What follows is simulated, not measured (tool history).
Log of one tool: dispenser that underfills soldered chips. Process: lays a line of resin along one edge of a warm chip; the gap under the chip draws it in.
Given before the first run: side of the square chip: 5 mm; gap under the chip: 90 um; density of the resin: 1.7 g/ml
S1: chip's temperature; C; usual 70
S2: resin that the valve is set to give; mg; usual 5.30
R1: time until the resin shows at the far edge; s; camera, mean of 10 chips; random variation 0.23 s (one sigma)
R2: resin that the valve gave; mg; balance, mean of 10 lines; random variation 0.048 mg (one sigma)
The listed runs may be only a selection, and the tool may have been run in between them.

| run | day | S1 | S2 | R1 | R2 |
|---|---|---|---|---|---|
| 1 | 0.000 | 70 | 5.30 | 5.8 | 4.92 |
|  | 0.433 | new syringe of resin |
| 2 | 0.571 | 70 | 5.30 | 6.3 | 4.87 |
|  | 0.700 | dispensing valve cleaned and set on the balance |
|  | 0.908 | new syringe of resin |
| 3 | 1.038 | 70 | 5.30 | 6.0 | 5.31 |
|  | 1.325 | new syringe of resin |
| 4 | 1.325 | 70 | 5.30 | 5.9 | 5.29 |
| 5 | 1.688 | 64 | 5.30 | 8.3 | 5.26 |
|  | 1.746 | new syringe of resin |
|  | 2.204 | new syringe of resin |
| 6 | 2.279 | 70 | 6.63 | 5.7 | 6.48 |
|  | 2.608 | new syringe of resin |
| 7 | 2.608 | 70 | 6.63 | 5.4 | 6.47 |
|  | 3.025 | new syringe of resin |
| 8 | 3.033 | 70 | 6.63 | 5.6 | 6.50 |
|  | 3.446 | new syringe of resin |
| 9 | 3.629 | 76 | 5.30 | 5.6 | 5.18 |
|  | 3.867 | new syringe of resin |
| 10 | 3.958 | 76 | 5.30 | 4.9 | 5.13 |
| 11 | 4.229 | 76 | 6.35 | 5.8 | 6.11 |
|  | 4.283 | new syringe of resin |
| 12 | 4.496 | 76 | 6.35 | 5.1 | 6.06 |
|  | 4.717 | new syringe of resin |
| 13 | 4.950 | 76 | 6.35 | 5.2 | 6.11 |
|  | 5.158 | new syringe of resin |
|  | 5.571 | new syringe of resin |
| 14 | 5.571 | 70 | 5.30 | 5.7 | 5.08 |
|  | 5.992 | new syringe of resin |
| 15 | 6.038 | 70 | 5.12 | 6.2 | 4.87 |
|  | 6.425 | new syringe of resin |
| 16 | 6.546 | 70 | 5.12 | 6.2 | 4.88 |
|  | 6.833 | new syringe of resin |
| 17 | 6.888 | 81 | 5.30 | 4.1 | 5.11 |
|  | 7.262 | new syringe of resin |
| 18 | 7.271 | 81 | 5.30 | 4.3 | 4.95 |
|  | 7.679 | new syringe of resin |
| 19 | 7.775 | 81 | 5.30 | 4.8 | 4.96 |
| 20 | 8.033 | 81 | 5.24 | 4.8 | 4.86 |
|  | 8.096 | new syringe of resin |
| 21 | 8.483 | 67 | 4.54 | 7.8 | 4.27 |
|  | 8.542 | new syringe of resin |
|  | 8.954 | new syringe of resin |
| 22 | 9.017 | 67 | 4.61 | 7.0 | 4.39 |
| 23 | 9.312 | 67 | 4.61 | 7.9 | 4.28 |
|  | 9.388 | new syringe of resin |
| 24 | 9.567 | 64 | 6.54 | 7.3 | 6.00 |
|  | 9.821 | new syringe of resin |
| 25 | 10.096 | 66 | 6.25 | 7.2 | 5.77 |
|  | 10.254 | new syringe of resin |
| 26 | 10.358 | 68 | 6.58 | 6.1 | 6.04 |
|  | 10.529 | dispensing valve cleaned and set on the balance |
|  | 10.738 | new syringe of resin |
| 27 | 11.012 | 82 | 6.61 | 4.6 | 6.64 |
|  | 11.171 | new syringe of resin |
|  | 11.583 | new syringe of resin |
| 28 | 11.583 | 77 | 5.40 | 5.1 | 5.43 |
|  | 12.021 | new syringe of resin |
| 29 | 12.021 | 56 | 5.63 | 8.6 | 5.56 |
| 30 | 12.396 | 56 | 5.63 | 10.4 | 5.53 |
|  | 12.454 | new syringe of resin |
| 31 | 12.775 | 56 | 5.63 | 10.4 | 5.58 |

Below, some changes in R1 between adjacent runs. For each, the amount present without the hidden state too (settings, incoming material, random variation) and the amount remaining for the hidden state with gauge scatter not shared by both compared results:
Hidden state present: resin's viscosity, % of fresh resin's; dose that the valve gives, % of what is set; true chip temperature over the reading, C; drift of the gauge itself on fill_s, %; drift of the gauge itself on given_mg, %.
Run 4 -> 5: S1 70 -> 64. R1 +2.4 s: hidden state +1.4, all else +1.0.
Run 5 -> 6: S1 64 -> 70, S2 5.30 -> 6.63, new syringe of resin, new syringe of resin. R1 -2.6 s: hidden state -1.1, all else -1.5.
Run 20 -> 21: S1 81 -> 67, S2 5.24 -> 4.54, new syringe of resin. R1 +3.0 s: hidden state +0.8, all else +2.2.
Run 21 -> 22: S2 4.54 -> 4.61, new syringe of resin, new syringe of resin. R1 -0.8 s: hidden state -1.2, all else +0.4.
Run 28 -> 29: S1 77 -> 56, S2 5.40 -> 5.63, new syringe of resin. R1 +3.5 s: hidden state +0.2, all else +3.3.
Run 29 -> 30: settings left as they were, no log entry in between. R1 +1.8 s: hidden state +1.8, all else +0.0.

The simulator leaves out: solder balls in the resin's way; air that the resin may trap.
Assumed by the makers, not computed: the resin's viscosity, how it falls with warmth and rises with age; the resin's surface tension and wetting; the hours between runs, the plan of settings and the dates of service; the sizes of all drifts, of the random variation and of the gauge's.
